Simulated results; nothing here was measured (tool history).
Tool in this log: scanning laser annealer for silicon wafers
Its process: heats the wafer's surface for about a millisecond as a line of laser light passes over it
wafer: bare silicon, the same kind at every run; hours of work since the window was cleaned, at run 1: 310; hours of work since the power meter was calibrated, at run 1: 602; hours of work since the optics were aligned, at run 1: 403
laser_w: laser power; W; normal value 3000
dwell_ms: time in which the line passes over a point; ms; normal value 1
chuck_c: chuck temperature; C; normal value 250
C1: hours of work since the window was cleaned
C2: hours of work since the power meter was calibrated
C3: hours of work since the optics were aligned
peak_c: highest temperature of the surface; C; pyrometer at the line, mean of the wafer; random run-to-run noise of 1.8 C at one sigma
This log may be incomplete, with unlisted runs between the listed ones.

run 1 hour=0 | laser_w=3000 dwell_ms=1 chuck_c=250 | C1=310 C2=602 C3=403 | peak_c=977
run 2 hour=55.3 | laser_w=3000 dwell_ms=1.2 chuck_c=250 | C1=344 C2=635 C3=437 | peak_c=1058
run 3 hour=101.4 | laser_w=2774 dwell_ms=1.2 chuck_c=250 | C1=372 C2=663 C3=465 | peak_c=997
run 4 hour=161.8 | laser_w=2774 dwell_ms=1.2 chuck_c=250 | C1=408 C2=700 C3=502 | peak_c=991
run 5 hour=230.1 | laser_w=2774 dwell_ms=1.2 chuck_c=250 | C1=450 C2=742 C3=543 | peak_c=991
run 6 hour=280.9 | laser_w=3000 dwell_ms=0.96 chuck_c=250 | C1=481 C2=772 C3=574 | peak_c=954
run 7 hour=352.2 | laser_w=3000 dwell_ms=0.96 chuck_c=250 | C1=524 C2=816 C3=617 | peak_c=950
run 8 hour=433.8 | laser_w=3000 dwell_ms=0.96 chuck_c=250 | C1=574 C2=865 C3=667 | peak_c=946
run 9 hour=473.6 | laser_w=3000 dwell_ms=1 chuck_c=289 | C1=598 C2=889 C3=691 | peak_c=1004
run 10 hour=521.1 | laser_w=2936 dwell_ms=1 chuck_c=289 | C1=627 C2=918 C3=720 | peak_c=985
run 11 hour=592.6 | laser_w=2936 dwell_ms=1 chuck_c=289 | C1=670 C2=962 C3=763 | peak_c=985
-- hour=645.2 window over the wafer cleaned
run 12 hour=667.5 | laser_w=3186 dwell_ms=1 chuck_c=250 | C1=14 C2=1006 C3=808 | peak_c=1040
-- hour=693.6 optics aligned, line set to its width
run 13 hour=741.8 | laser_w=3186 dwell_ms=1 chuck_c=250 | C1=56 C2=1048 C3=29 | peak_c=1050
run 14 hour=796.8 | laser_w=3000 dwell_ms=1 chuck_c=260 | C1=89 C2=1081 C3=63 | peak_c=1010
run 15 hour=866.5 | laser_w=3000 dwell_ms=1 chuck_c=250 | C1=131 C2=1124 C3=105 | peak_c=999
run 16 hour=945.2 | laser_w=3000 dwell_ms=1 chuck_c=250 | C1=179 C2=1172 C3=153 | peak_c=992
run 17 hour=981.4 | laser_w=3000 dwell_ms=1 chuck_c=250 | C1=201 C2=1194 C3=175 | peak_c=994
run 18 hour=1016.3 | laser_w=3000 dwell_ms=1 chuck_c=250 | C1=222 C2=1215 C3=196 | peak_c=990
run 19 hour=1060.5 | laser_w=3000 dwell_ms=0.96 chuck_c=250 | C1=249 C2=1242 C3=223 | peak_c=972
run 20 hour=1095.7 | laser_w=3000 dwell_ms=0.96 chuck_c=250 | C1=271 C2=1263 C3=244 | peak_c=972
run 21 hour=1162.8 | laser_w=3000 dwell_ms=0.96 chuck_c=250 | C1=311 C2=1304 C3=285 | peak_c=969
run 22 hour=1227.5 | laser_w=2554 dwell_ms=1 chuck_c=287 | C1=351 C2=1343 C3=324 | peak_c=913
run 23 hour=1288.8 | laser_w=3000 dwell_ms=0.77 chuck_c=219 | C1=388 C2=1380 C3=362 | peak_c=849
run 24 hour=1336.8 | laser_w=3000 dwell_ms=1.04 chuck_c=219 | C1=417 C2=1409 C3=391 | peak_c=964

Estimate the outcome of run 25 from the log above:
run 25 hour=1390.1 | laser_w=3042 dwell_ms=1.04 chuck_c=219 | C1=449 C2=1442 C3=423 | peak_c=?

Run 25 produced peak_c 976 C.
Had the tool carried no hidden state, the very same run would have given peak_c 1001 C.
